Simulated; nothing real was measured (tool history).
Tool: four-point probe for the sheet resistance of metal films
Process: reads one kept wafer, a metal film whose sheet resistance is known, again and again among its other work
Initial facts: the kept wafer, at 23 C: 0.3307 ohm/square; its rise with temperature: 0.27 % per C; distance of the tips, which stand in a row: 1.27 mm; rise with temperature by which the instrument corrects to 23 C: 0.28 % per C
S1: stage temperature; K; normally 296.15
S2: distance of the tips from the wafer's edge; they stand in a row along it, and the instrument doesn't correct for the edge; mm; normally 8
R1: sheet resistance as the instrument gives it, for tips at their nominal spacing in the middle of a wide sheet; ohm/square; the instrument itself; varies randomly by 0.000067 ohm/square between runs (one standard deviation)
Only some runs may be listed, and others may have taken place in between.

run 1 hour=0 | S1=296.15 S2=8 | R1=0.335038
run 2 hour=23.6 | S1=296.15 S2=3 | R1=0.359447
run 3 hour=47.3 | S1=296.15 S2=8 | R1=0.33492
run 4 hour=71 | S1=296.15 S2=8 | R1=0.335132
run 5 hour=104 | S1=296.15 S2=8 | R1=0.334986
run 6 hour=133.8 | S1=296.15 S2=6 | R1=0.338351
run 7 hour=149 | S1=296.15 S2=6 | R1=0.338434
run 8 hour=172.6 | S1=296.15 S2=9 | R1=0.334092
run 9 hour=187.4 | S1=300.15 S2=6 | R1=0.338256
run 10 hour=219.7 | S1=300.15 S2=6 | R1=0.338229
run 11 hour=246.6 | S1=305.15 S2=5 | R1=0.341336
run 12 hour=279.4 | S1=296.15 S2=15 | R1=0.331837

Here are 3 independent what-if runs from the current tool condition. What would each one return?
run A hour=308.8 | S1=296.15 S2=4 | R1=?
run B hour=308.8 | S1=304.15 S2=4 | R1=?
run C hour=308.8 | S1=291.15 S2=22 | R1=?

run=A R1=0.347562
run=B R1=0.347239
run=C R1=0.331367
With the hidden condition removed and each run's random variation left untouched, the same runs would have given:
run=A R1=0.347731
run=B R1=0.347411
run=C R1=0.331528

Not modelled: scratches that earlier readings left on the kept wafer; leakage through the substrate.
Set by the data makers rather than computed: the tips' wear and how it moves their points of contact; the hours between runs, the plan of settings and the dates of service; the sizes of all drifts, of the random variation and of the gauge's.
